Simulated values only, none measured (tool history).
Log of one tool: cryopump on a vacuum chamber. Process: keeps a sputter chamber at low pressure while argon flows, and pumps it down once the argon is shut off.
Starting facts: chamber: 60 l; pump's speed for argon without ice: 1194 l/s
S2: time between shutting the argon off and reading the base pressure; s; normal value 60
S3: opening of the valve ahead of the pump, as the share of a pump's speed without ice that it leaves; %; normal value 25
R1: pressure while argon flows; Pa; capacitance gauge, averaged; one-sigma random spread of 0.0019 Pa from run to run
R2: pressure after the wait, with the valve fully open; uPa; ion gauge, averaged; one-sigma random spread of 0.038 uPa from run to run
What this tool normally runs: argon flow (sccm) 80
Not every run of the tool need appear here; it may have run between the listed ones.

{"run": 1, "hour": 0.0, "argon flow (sccm)": 80, "S2": 60, "S3": 25, "R1": 0.4544, "R2": 4.49}
{"run": 2, "hour": 10.5, "argon flow (sccm)": 80, "S2": 60, "S3": 25, "R1": 0.4588, "R2": 4.38}
{"run": 3, "hour": 20.0, "argon flow (sccm)": 84, "S2": 60, "S3": 25, "R1": 0.4817, "R2": 4.36}
{"run": 4, "hour": 28.4, "argon flow (sccm)": 84, "S2": 60, "S3": 25, "R1": 0.4847, "R2": 4.38}
{"run": 5, "hour": 41.7, "argon flow (sccm)": 84, "S2": 60, "S3": 25, "R1": 0.4808, "R2": 4.38}
{"run": 6, "hour": 52.8, "argon flow (sccm)": 84, "S2": 60, "S3": 25, "R1": 0.48, "R2": 4.52}
{"run": 7, "hour": 60.2, "argon flow (sccm)": 80, "S2": 114, "S3": 25, "R1": 0.459, "R2": 3.58}
{"run": 8, "hour": 70.7, "argon flow (sccm)": 80, "S2": 70, "S3": 25, "R1": 0.4575, "R2": 4.27}
{"run": 9, "hour": 79.7, "argon flow (sccm)": 80, "S2": 70, "S3": 25, "R1": 0.4571, "R2": 4.31}
{"hour": 92.1, "done": "leaking fittings of the chamber tightened, without venting"}
{"run": 10, "hour": 99.1, "argon flow (sccm)": 80, "S2": 70, "S3": 25, "R1": 0.4613, "R2": 1.98}
{"run": 11, "hour": 115.8, "argon flow (sccm)": 80, "S2": 70, "S3": 25, "R1": 0.4639, "R2": 2.01}
{"run": 12, "hour": 124.7, "argon flow (sccm)": 119, "S2": 130, "S3": 47, "R1": 0.3696, "R2": 1.22}
{"run": 13, "hour": 141.5, "argon flow (sccm)": 45, "S2": 82, "S3": 18, "R1": 0.3586, "R2": 1.68}
{"run": 14, "hour": 157.7, "argon flow (sccm)": 55, "S2": 81, "S3": 22, "R1": 0.3626, "R2": 1.78}
{"run": 15, "hour": 167.7, "argon flow (sccm)": 118, "S2": 34, "S3": 27, "R1": 0.6243, "R2": 3.83}

The next listed run, before its measurement:
{"run": 16, "hour": 182.6, "argon flow (sccm)": 118, "S2": 34, "S3": 27, "R1": "?", "R2": "?"}

{"run 16": {"R1": 0.6248, "R2": 3.82}}
Take away the tool's hidden state, keep the run-to-run variation as it was, and the same run would have given R1 0.6136 Pa, R2 3.72 uPa.
